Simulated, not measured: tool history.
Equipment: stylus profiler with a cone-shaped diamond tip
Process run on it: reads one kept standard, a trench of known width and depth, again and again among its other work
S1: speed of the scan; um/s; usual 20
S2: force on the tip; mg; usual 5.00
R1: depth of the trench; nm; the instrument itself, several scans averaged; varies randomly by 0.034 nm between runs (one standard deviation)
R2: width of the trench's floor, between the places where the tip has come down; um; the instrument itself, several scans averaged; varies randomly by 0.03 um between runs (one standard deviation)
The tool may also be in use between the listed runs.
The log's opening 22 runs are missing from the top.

-- day=51.412 height scale calibrated on a step standard, once more
run 23 day=53.267 | S1=7 S2=9.99 | R1=102.56 R2=17.53
run 24 day=55.642 | S1=45 S2=11.32 | R1=102.84 R2=17.44
run 25 day=57.596 | S1=19 S2=4.06 | R1=101.44 R2=17.49
run 26 day=61.175 | S1=5 S2=6.95 | R1=102.03 R2=17.60
run 27 day=63.704 | S1=5 S2=6.95 | R1=102.03 R2=17.52
run 28 day=67.071 | S1=18 S2=7.49 | R1=102.20 R2=17.47
run 29 day=69.300 | S1=21 S2=3.15 | R1=101.28 R2=17.48
run 30 day=71.567 | S1=21 S2=3.15 | R1=101.26 R2=17.48
run 31 day=73.796 | S1=14 S2=3.53 | R1=101.33 R2=17.47
run 32 day=76.967 | S1=23 S2=1.67 | R1=100.88 R2=17.40

Alternative continuations, all from the tool just after run 32; predict every row:
run A day=80.062 | S1=20 S2=14.44 | R1=? R2=?
run B day=80.062 | S1=19 S2=2.73 | R1=? R2=?
run C day=80.062 | S1=5 S2=5.24 | R1=? R2=?
run D day=80.062 | S1=19 S2=11.28 | R1=? R2=?
run E day=80.062 | S1=15 S2=6.07 | R1=? R2=?

run=A R1=103.48 R2=17.46
run=B R1=101.20 R2=17.40
run=C R1=101.82 R2=17.44
run=D R1=102.97 R2=17.46
run=E R1=101.95 R2=17.42
Without the tool's hidden state the same runs would have given:
run=A R1=103.37 R2=17.95
run=B R1=101.09 R2=17.89
run=C R1=101.72 R2=17.93
run=D R1=102.86 R2=17.95
run=E R1=101.84 R2=17.91

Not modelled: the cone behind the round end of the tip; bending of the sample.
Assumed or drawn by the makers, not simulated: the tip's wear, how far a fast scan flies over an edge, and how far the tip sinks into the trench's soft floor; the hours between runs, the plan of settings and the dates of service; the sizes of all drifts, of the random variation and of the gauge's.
